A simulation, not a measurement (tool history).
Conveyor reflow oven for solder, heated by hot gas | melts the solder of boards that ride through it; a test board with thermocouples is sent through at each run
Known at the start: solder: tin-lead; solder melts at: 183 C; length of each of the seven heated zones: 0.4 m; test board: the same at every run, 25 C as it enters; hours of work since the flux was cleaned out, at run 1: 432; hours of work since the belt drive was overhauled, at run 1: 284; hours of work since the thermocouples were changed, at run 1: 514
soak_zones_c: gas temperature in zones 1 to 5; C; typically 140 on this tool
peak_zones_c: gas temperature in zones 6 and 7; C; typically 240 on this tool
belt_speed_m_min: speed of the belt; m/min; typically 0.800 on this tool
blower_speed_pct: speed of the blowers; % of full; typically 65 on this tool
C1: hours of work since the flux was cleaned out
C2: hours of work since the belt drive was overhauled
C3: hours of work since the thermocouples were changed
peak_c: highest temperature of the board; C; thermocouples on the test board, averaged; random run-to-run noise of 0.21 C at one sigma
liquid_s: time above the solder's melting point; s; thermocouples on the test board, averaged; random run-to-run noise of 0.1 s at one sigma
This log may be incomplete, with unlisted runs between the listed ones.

{"run": 1, "hour": 0.0, "soak_zones_c": 140, "peak_zones_c": 240, "belt_speed_m_min": 0.8, "blower_speed_pct": 65, "C1": 432, "C2": 284, "C3": 514, "peak_c": 216.8, "liquid_s": 44.6}
{"run": 2, "hour": 15.9, "soak_zones_c": 140, "peak_zones_c": 240, "belt_speed_m_min": 0.8, "blower_speed_pct": 65, "C1": 443, "C2": 296, "C3": 525, "peak_c": 216.8, "liquid_s": 44.6}
{"run": 3, "hour": 29.6, "soak_zones_c": 140, "peak_zones_c": 240, "belt_speed_m_min": 0.8, "blower_speed_pct": 65, "C1": 453, "C2": 305, "C3": 535, "peak_c": 217.1, "liquid_s": 44.4}
{"run": 4, "hour": 42.7, "soak_zones_c": 140, "peak_zones_c": 240, "belt_speed_m_min": 0.8, "blower_speed_pct": 65, "C1": 462, "C2": 315, "C3": 544, "peak_c": 216.6, "liquid_s": 44.6}
{"run": 5, "hour": 59.4, "soak_zones_c": 140, "peak_zones_c": 240, "belt_speed_m_min": 0.8, "blower_speed_pct": 65, "C1": 474, "C2": 326, "C3": 556, "peak_c": 216.6, "liquid_s": 44.4}
{"hour": 70.8, "done": "flux residue cleaned out of gas plates and filters"}
{"run": 6, "hour": 75.1, "soak_zones_c": 140, "peak_zones_c": 240, "belt_speed_m_min": 0.8, "blower_speed_pct": 65, "C1": 3, "C2": 334, "C3": 563, "peak_c": 219.8, "liquid_s": 47.0}
{"run": 7, "hour": 84.6, "soak_zones_c": 140, "peak_zones_c": 240, "belt_speed_m_min": 0.8, "blower_speed_pct": 65, "C1": 10, "C2": 341, "C3": 570, "peak_c": 219.9, "liquid_s": 46.8}
{"run": 8, "hour": 100.9, "soak_zones_c": 140, "peak_zones_c": 240, "belt_speed_m_min": 0.8, "blower_speed_pct": 65, "C1": 21, "C2": 352, "C3": 582, "peak_c": 219.9, "liquid_s": 46.9}
{"run": 9, "hour": 107.9, "soak_zones_c": 140, "peak_zones_c": 240, "belt_speed_m_min": 0.8, "blower_speed_pct": 65, "C1": 26, "C2": 357, "C3": 587, "peak_c": 219.9, "liquid_s": 46.9}
{"run": 10, "hour": 122.5, "soak_zones_c": 140, "peak_zones_c": 252, "belt_speed_m_min": 0.8, "blower_speed_pct": 65, "C1": 37, "C2": 368, "C3": 597, "peak_c": 229.8, "liquid_s": 52.0}
{"run": 11, "hour": 138.8, "soak_zones_c": 140, "peak_zones_c": 252, "belt_speed_m_min": 0.8, "blower_speed_pct": 65, "C1": 48, "C2": 379, "C3": 608, "peak_c": 229.9, "liquid_s": 52.1}
{"run": 12, "hour": 151.9, "soak_zones_c": 140, "peak_zones_c": 252, "belt_speed_m_min": 0.8, "blower_speed_pct": 65, "C1": 57, "C2": 388, "C3": 618, "peak_c": 229.7, "liquid_s": 52.2}
{"run": 13, "hour": 164.4, "soak_zones_c": 147, "peak_zones_c": 247, "belt_speed_m_min": 0.932, "blower_speed_pct": 76, "C1": 66, "C2": 397, "C3": 627, "peak_c": 223.7, "liquid_s": 43.7}
{"run": 14, "hour": 179.5, "soak_zones_c": 140, "peak_zones_c": 240, "belt_speed_m_min": 0.731, "blower_speed_pct": 63, "C1": 77, "C2": 408, "C3": 637, "peak_c": 222.7, "liquid_s": 53.2}
{"run": 15, "hour": 189.2, "soak_zones_c": 138, "peak_zones_c": 247, "belt_speed_m_min": 0.731, "blower_speed_pct": 71, "C1": 84, "C2": 415, "C3": 644, "peak_c": 229.8, "liquid_s": 56.6}
{"hour": 194.0, "done": "belt drive overhauled, speed set with a stopwatch"}
{"run": 16, "hour": 202.2, "soak_zones_c": 138, "peak_zones_c": 247, "belt_speed_m_min": 0.731, "blower_speed_pct": 71, "C1": 90, "C2": 6, "C3": 651, "peak_c": 229.8, "liquid_s": 56.4}
{"run": 17, "hour": 211.2, "soak_zones_c": 140, "peak_zones_c": 242, "belt_speed_m_min": 0.853, "blower_speed_pct": 64, "C1": 97, "C2": 12, "C3": 657, "peak_c": 218.8, "liquid_s": 42.9}
{"run": 18, "hour": 224.2, "soak_zones_c": 136, "peak_zones_c": 255, "belt_speed_m_min": 0.8, "blower_speed_pct": 65, "C1": 106, "C2": 21, "C3": 666, "peak_c": 231.5, "liquid_s": 52.1}
{"run": 19, "hour": 233.9, "soak_zones_c": 136, "peak_zones_c": 238, "belt_speed_m_min": 0.8, "blower_speed_pct": 57, "C1": 113, "C2": 28, "C3": 673, "peak_c": 215.5, "liquid_s": 42.5}
{"run": 20, "hour": 245.6, "soak_zones_c": 135, "peak_zones_c": 233, "belt_speed_m_min": 0.8, "blower_speed_pct": 65, "C1": 121, "C2": 37, "C3": 681, "peak_c": 212.5, "liquid_s": 40.8}
{"run": 21, "hour": 253.2, "soak_zones_c": 135, "peak_zones_c": 233, "belt_speed_m_min": 0.8, "blower_speed_pct": 65, "C1": 126, "C2": 42, "C3": 687, "peak_c": 212.8, "liquid_s": 40.8}

3 options for the next run, each taken on its own from the tool as it stands now. Forecast them:
{"run": "A", "hour": 260.2, "soak_zones_c": 140, "peak_zones_c": 240, "belt_speed_m_min": 0.8, "blower_speed_pct": 50, "C1": 131, "C2": 47, "C3": 692, "peak_c": "?", "liquid_s": "?"}
{"run": "B", "hour": 260.2, "soak_zones_c": 131, "peak_zones_c": 233, "belt_speed_m_min": 0.8, "blower_speed_pct": 65, "C1": 131, "C2": 47, "C3": 692, "peak_c": "?", "liquid_s": "?"}
{"run": "C", "hour": 260.2, "soak_zones_c": 135, "peak_zones_c": 248, "belt_speed_m_min": 0.8, "blower_speed_pct": 65, "C1": 131, "C2": 47, "C3": 692, "peak_c": "?", "liquid_s": "?"}

run=A peak_c=215.6 liquid_s=43.7
run=B peak_c=211.9 liquid_s=39.1
run=C peak_c=225.3 liquid_s=48.4
What these runs would have given with no unlogged condition in the tool:
run=A peak_c=214.8 liquid_s=42.7
run=B peak_c=211.2 liquid_s=38.2
run=C peak_c=224.6 liquid_s=47.5
